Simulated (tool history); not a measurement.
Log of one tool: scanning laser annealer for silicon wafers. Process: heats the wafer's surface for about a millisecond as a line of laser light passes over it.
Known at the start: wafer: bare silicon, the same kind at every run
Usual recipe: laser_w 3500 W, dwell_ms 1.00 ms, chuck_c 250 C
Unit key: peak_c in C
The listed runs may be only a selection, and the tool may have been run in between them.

run	hour	laser_w	dwell_ms	chuck_c	peak_c
1	0.0	3500	1.00	250	1012
2	12.6	3500	1.00	269	1032
3	24.6	3500	1.00	269	1031
4	40.4	3500	1.00	250	1014
5	52.4	3500	1.00	250	1014
6	61.8	3500	1.00	250	1012
7	84.1	3500	1.00	250	1011
# hour 90.1: optics aligned, line set to its width
8	103.9	3500	1.00	250	1009
9	120.8	3500	1.00	250	1007
10	142.3	3500	1.00	250	1010
11	162.2	3400	1.01	232	969
# hour 178.5: optics aligned, line set to its width, once more
12	184.5	3400	0.76	232	863
13	203.5	3160	0.84	227	842
14	225.0	3160	0.84	227	842
15	239.8	3160	0.84	227	841

Estimate the outcome of run 16 from the log above:
16	251.6	3786	0.84	250	?

{"run 16": {"peak_c": 1000}}
With the hidden condition absent and the run-to-run variation left alone, this run would have shown peak_c 1032 C.
